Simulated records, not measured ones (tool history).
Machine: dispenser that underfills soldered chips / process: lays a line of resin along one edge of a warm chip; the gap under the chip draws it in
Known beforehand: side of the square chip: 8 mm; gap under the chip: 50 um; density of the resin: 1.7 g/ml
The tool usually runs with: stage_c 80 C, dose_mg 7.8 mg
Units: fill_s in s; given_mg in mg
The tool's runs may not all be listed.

{"run": 1, "hour": 0.0, "stage_c": 80, "dose_mg": 7.8, "fill_s": 32.3, "given_mg": 7.3}
{"hour": 6.3, "done": "new syringe of resin"}
{"run": 2, "hour": 7.8, "stage_c": 80, "dose_mg": 7.8, "fill_s": 25.3, "given_mg": 7.22}
{"run": 3, "hour": 15.0, "stage_c": 89, "dose_mg": 7.8, "fill_s": 25.6, "given_mg": 7.16}
{"hour": 19.6, "done": "new syringe of resin"}
{"run": 4, "hour": 25.7, "stage_c": 89, "dose_mg": 7.8, "fill_s": 22.6, "given_mg": 7.17}
{"hour": 32.3, "done": "new syringe of resin"}
{"run": 5, "hour": 34.8, "stage_c": 89, "dose_mg": 7.8, "fill_s": 18.9, "given_mg": 7.18}
{"run": 6, "hour": 42.6, "stage_c": 89, "dose_mg": 7.8, "fill_s": 27.7, "given_mg": 7.08}
{"hour": 45.5, "done": "new syringe of resin"}
{"hour": 49.3, "done": "dispensing valve cleaned and set on the balance"}
{"run": 7, "hour": 54.3, "stage_c": 89, "dose_mg": 7.8, "fill_s": 23.8, "given_mg": 7.71}
{"hour": 59.7, "done": "new syringe of resin"}
{"run": 8, "hour": 62.9, "stage_c": 80, "dose_mg": 7.8, "fill_s": 28.1, "given_mg": 7.71}
{"hour": 72.2, "done": "new syringe of resin"}
{"run": 9, "hour": 73.3, "stage_c": 67, "dose_mg": 7.8, "fill_s": 42.1, "given_mg": 7.72}
{"run": 10, "hour": 83.5, "stage_c": 72, "dose_mg": 7.8, "fill_s": 55.4, "given_mg": 7.62}
{"hour": 85.0, "done": "new syringe of resin"}
{"run": 11, "hour": 91.9, "stage_c": 72, "dose_mg": 7.8, "fill_s": 45.8, "given_mg": 7.64}
{"hour": 98.1, "done": "new syringe of resin"}
{"run": 12, "hour": 102.0, "stage_c": 72, "dose_mg": 7.79, "fill_s": 39.3, "given_mg": 7.59}
{"run": 13, "hour": 106.8, "stage_c": 72, "dose_mg": 7.79, "fill_s": 49.3, "given_mg": 7.7}
{"hour": 110.9, "done": "new syringe of resin"}
{"run": 14, "hour": 117.2, "stage_c": 72, "dose_mg": 7.79, "fill_s": 42.9, "given_mg": 7.56}
{"hour": 123.9, "done": "new syringe of resin"}
{"run": 15, "hour": 127.8, "stage_c": 80, "dose_mg": 9.39, "fill_s": 27.6, "given_mg": 9.05}
{"hour": 136.8, "done": "new syringe of resin"}
{"run": 16, "hour": 137.3, "stage_c": 80, "dose_mg": 7.8, "fill_s": 23.8, "given_mg": 7.5}
{"run": 17, "hour": 146.5, "stage_c": 92, "dose_mg": 7.8, "fill_s": 24.4, "given_mg": 7.4}
{"hour": 149.6, "done": "new syringe of resin"}
{"run": 18, "hour": 153.0, "stage_c": 92, "dose_mg": 7.8, "fill_s": 18, "given_mg": 7.49}
{"run": 19, "hour": 158.2, "stage_c": 83, "dose_mg": 7.14, "fill_s": 33.8, "given_mg": 6.77}
{"hour": 162.2, "done": "new syringe of resin"}
{"run": 20, "hour": 163.5, "stage_c": 92, "dose_mg": 8.17, "fill_s": 15.5, "given_mg": 7.82}
{"run": 21, "hour": 173.1, "stage_c": 66, "dose_mg": 8.09, "fill_s": 70.1, "given_mg": 7.56}
{"hour": 174.8, "done": "new syringe of resin"}
{"run": 22, "hour": 180.8, "stage_c": 80, "dose_mg": 7.43, "fill_s": 31.8, "given_mg": 7.09}
{"hour": 187.7, "done": "new syringe of resin"}
{"run": 23, "hour": 188.3, "stage_c": 77, "dose_mg": 9.1, "fill_s": 26.8, "given_mg": 8.61}
{"run": 24, "hour": 193.1, "stage_c": 83, "dose_mg": 7.8, "fill_s": 27.5, "given_mg": 7.42}
{"hour": 200.2, "done": "new syringe of resin"}
{"run": 25, "hour": 202.2, "stage_c": 83, "dose_mg": 9.25, "fill_s": 22.4, "given_mg": 8.55}
{"run": 26, "hour": 211.2, "stage_c": 68, "dose_mg": 9.27, "fill_s": 63.5, "given_mg": 8.58}
{"hour": 213.4, "done": "new syringe of resin"}
{"run": 27, "hour": 217.1, "stage_c": 68, "dose_mg": 9.27, "fill_s": 45.5, "given_mg": 8.63}
{"run": 28, "hour": 224.5, "stage_c": 68, "dose_mg": 9.27, "fill_s": 66.3, "given_mg": 8.54}
{"hour": 226.4, "done": "new syringe of resin"}
{"run": 29, "hour": 235.2, "stage_c": 67, "dose_mg": 6.71, "fill_s": 65.2, "given_mg": 6.15}
{"hour": 239.3, "done": "new syringe of resin"}
{"run": 30, "hour": 243.9, "stage_c": 67, "dose_mg": 6.71, "fill_s": 53.9, "given_mg": 6.23}
{"hour": 250.1, "done": "dispensing valve cleaned and set on the balance"}
{"run": 31, "hour": 250.4, "stage_c": 69, "dose_mg": 9.65, "fill_s": 59.6, "given_mg": 9.61}
{"hour": 253.3, "done": "new syringe of resin"}
{"run": 32, "hour": 257.1, "stage_c": 69, "dose_mg": 7.3, "fill_s": 46, "given_mg": 7.23}
{"run": 33, "hour": 263.5, "stage_c": 95, "dose_mg": 7.8, "fill_s": 21.9, "given_mg": 7.79}
{"hour": 266.4, "done": "new syringe of resin"}
{"run": 34, "hour": 274.6, "stage_c": 81, "dose_mg": 8.37, "fill_s": 34.7, "given_mg": 8.32}
{"hour": 279.3, "done": "new syringe of resin"}
{"run": 35, "hour": 280.3, "stage_c": 81, "dose_mg": 8.37, "fill_s": 23.6, "given_mg": 8.33}

Branching from run 35: 4 alternative next runs. What would each branch give?
{"run": "A", "hour": 286.5, "stage_c": 93, "dose_mg": 7.8, "fill_s": "?", "given_mg": "?"}
{"run": "B", "hour": 286.5, "stage_c": 90, "dose_mg": 7.74, "fill_s": "?", "given_mg": "?"}
{"run": "C", "hour": 286.5, "stage_c": 71, "dose_mg": 8.37, "fill_s": "?", "given_mg": "?"}
{"run": "D", "hour": 286.5, "stage_c": 86, "dose_mg": 7.59, "fill_s": "?", "given_mg": "?"}

run=A fill_s=20.5 given_mg=7.67
run=B fill_s=22.9 given_mg=7.59
run=C fill_s=47.7 given_mg=8.26
run=D fill_s=26 given_mg=7.46
With no hidden state in the tool, these same runs would have given:
run=A fill_s=13.4 given_mg=7.79
run=B fill_s=14.9 given_mg=7.71
run=C fill_s=31 given_mg=8.39
run=D fill_s=16.7 given_mg=7.58

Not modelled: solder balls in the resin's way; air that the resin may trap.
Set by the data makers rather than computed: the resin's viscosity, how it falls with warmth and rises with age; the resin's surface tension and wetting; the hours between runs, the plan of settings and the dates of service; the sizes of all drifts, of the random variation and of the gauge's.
